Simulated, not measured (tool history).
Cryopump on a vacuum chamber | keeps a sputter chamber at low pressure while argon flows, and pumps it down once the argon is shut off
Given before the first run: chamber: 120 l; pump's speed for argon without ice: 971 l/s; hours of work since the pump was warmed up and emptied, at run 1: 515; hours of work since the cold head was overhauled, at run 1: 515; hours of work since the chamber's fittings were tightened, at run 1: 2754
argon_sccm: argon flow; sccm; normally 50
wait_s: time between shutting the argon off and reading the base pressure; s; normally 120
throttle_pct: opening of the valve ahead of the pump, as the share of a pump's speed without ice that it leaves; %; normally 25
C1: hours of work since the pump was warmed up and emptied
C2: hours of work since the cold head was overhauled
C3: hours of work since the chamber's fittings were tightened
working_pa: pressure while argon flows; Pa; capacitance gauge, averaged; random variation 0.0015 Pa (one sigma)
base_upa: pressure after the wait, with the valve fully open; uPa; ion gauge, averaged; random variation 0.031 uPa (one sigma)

Run 1, hour 0: usual settings; C1 515; C2 515; C3 2754. Result: working_pa 0.3574 Pa, base_upa 4.9 uPa.
Run 2, hour 20.2: usual settings but argon_sccm 22 sccm; C1 532; C2 532; C3 2771. Result: working_pa 0.158 Pa, base_upa 5.05 uPa.
Run 3, hour 35.7: usual settings but argon_sccm 22 sccm; C1 546; C2 546; C3 2785. Result: working_pa 0.1579 Pa, base_upa 4.93 uPa.
Run 4, hour 53.9: usual settings but wait_s 45 s; C1 562; C2 562; C3 2801. Result: working_pa 0.3614 Pa, base_upa 6.84 uPa.
Run 5, hour 70.8: usual settings but wait_s 45 s; C1 576; C2 576; C3 2815. Result: working_pa 0.3594 Pa, base_upa 7.18 uPa.
Run 6, hour 100.3: usual settings but wait_s 45 s; C1 602; C2 602; C3 2841. Result: working_pa 0.3579 Pa, base_upa 7.02 uPa.
Run 7, hour 116.6: usual settings but throttle_pct 28 %; C1 616; C2 616; C3 2855. Result: working_pa 0.3236 Pa, base_upa 5.24 uPa.
Run 8, hour 144.9: usual settings but argon_sccm 26 sccm, throttle_pct 28 %; C1 641; C2 641; C3 2880. Result: working_pa 0.1673 Pa, base_upa 5.15 uPa.
Run 9, hour 173.6: usual settings but argon_sccm 26 sccm, throttle_pct 28 %; C1 666; C2 666; C3 2905. Result: working_pa 0.1676 Pa, base_upa 5.17 uPa.
Run 10, hour 192.8: usual settings but argon_sccm 26 sccm, throttle_pct 28 %; C1 683; C2 683; C3 2921. Result: working_pa 0.1697 Pa, base_upa 5.27 uPa.
Run 11, hour 216.6: usual settings but argon_sccm 26 sccm, throttle_pct 28 %; C1 703; C2 703; C3 2942. Result: working_pa 0.1692 Pa, base_upa 5.21 uPa.
Run 12, hour 238.5: usual settings; C1 722; C2 722; C3 2961. Result: working_pa 0.3619 Pa, base_upa 5.32 uPa.
Run 13, hour 256.8: usual settings; C1 738; C2 738; C3 2977. Result: working_pa 0.3634 Pa, base_upa 5.46 uPa.
Run 14, hour 271.1: usual settings; C1 751; C2 751; C3 2990. Result: working_pa 0.3614 Pa, base_upa 5.36 uPa.
Run 15, hour 292.4: usual settings; C1 769; C2 769; C3 3008. Result: working_pa 0.3658 Pa, base_upa 5.46 uPa.
Run 16, hour 314.5: usual settings but argon_sccm 62 sccm, throttle_pct 28 %; C1 788; C2 788; C3 3027. Result: working_pa 0.4056 Pa, base_upa 5.53 uPa.
Run 17, hour 346.5: usual settings but argon_sccm 52 sccm, wait_s 150 s, throttle_pct 52 %; C1 816; C2 816; C3 3055. Result: working_pa 0.1911 Pa, base_upa 5.39 uPa.
Run 18, hour 366.8: usual settings but argon_sccm 52 sccm, wait_s 150 s, throttle_pct 52 %; C1 834; C2 834; C3 3073. Result: working_pa 0.1909 Pa, base_upa 5.28 uPa.
Run 19, hour 395.7: usual settings but argon_sccm 52 sccm, wait_s 150 s, throttle_pct 52 %; C1 859; C2 859; C3 3098. Result: working_pa 0.1898 Pa, base_upa 5.47 uPa.
Run 20, hour 423.6: usual settings but argon_sccm 52 sccm, wait_s 150 s, throttle_pct 52 %; C1 883; C2 883; C3 3122. Result: working_pa 0.1913 Pa, base_upa 5.34 uPa.
Run 21, hour 454.8: usual settings but argon_sccm 52 sccm, wait_s 150 s, throttle_pct 52 %; C1 911; C2 911; C3 3149. Result: working_pa 0.1932 Pa, base_upa 5.51 uPa.
Run 22, hour 474.7: usual settings but argon_sccm 52 sccm, wait_s 150 s, throttle_pct 52 %; C1 928; C2 928; C3 3167. Result: working_pa 0.1937 Pa, base_upa 5.43 uPa.
Run 23, hour 497.5: usual settings but argon_sccm 58 sccm, wait_s 25 s; C1 948; C2 948; C3 3187. Result: working_pa 0.4274 Pa, base_upa 10.69 uPa.
Run 24, hour 524.7: usual settings but argon_sccm 58 sccm, wait_s 25 s; C1 971; C2 971; C3 3210. Result: working_pa 0.4249 Pa, base_upa 10.69 uPa.
Run 25, hour 554: usual settings but throttle_pct 46 %; C1 997; C2 997; C3 3236. Result: working_pa 0.2091 Pa, base_upa 5.84 uPa.
Run 26, hour 575.2: usual settings but argon_sccm 76 sccm, wait_s 38 s, throttle_pct 36 %; C1 1015; C2 1015; C3 3254. Result: working_pa 0.3992 Pa, base_upa 8.62 uPa.
Run 27, hour 594.9: usual settings but argon_sccm 67 sccm, wait_s 42 s, throttle_pct 36 %; C1 1032; C2 1032; C3 3271. Result: working_pa 0.353 Pa, base_upa 8.21 uPa.
Run 28, hour 610.7: usual settings but wait_s 101 s, throttle_pct 21 %; C1 1046; C2 1046; C3 3285. Result: working_pa 0.4309 Pa, base_upa 6.13 uPa.
Run 29, hour 640.3: usual settings but wait_s 101 s, throttle_pct 21 %; C1 1072; C2 1072; C3 3311. Result: working_pa 0.4387 Pa, base_upa 6.14 uPa.

Branching from run 29: 4 alternative next runs. What would each branch give?
Run A, hour 658.9: usual settings but argon_sccm 85 sccm; C1 1088; C2 1088; C3 3327. Result: working_pa ?, base_upa ?.
Run B, hour 658.9: usual settings but wait_s 21 s, throttle_pct 21 %; C1 1088; C2 1088; C3 3327. Result: working_pa ?, base_upa ?.
Run C, hour 658.9: usual settings but argon_sccm 31 sccm, wait_s 32 s, throttle_pct 18 %; C1 1088; C2 1088; C3 3327. Result: working_pa ?, base_upa ?.
Run D, hour 658.9: usual settings but argon_sccm 20 sccm; C1 1088; C2 1088; C3 3327. Result: working_pa ?, base_upa ?.

run  working_pa  base_upa
  A      0.6248      6.21
  B       0.433     11.71
  C      0.3141      9.73
  D       0.148      6.09
Take away the tool's hidden state, keep each run's random variation, and the runs would have read:
run  working_pa  base_upa
  A      0.5884      1.56
  B      0.4116      7.22
  C      0.3007      5.04
  D      0.1394      1.55
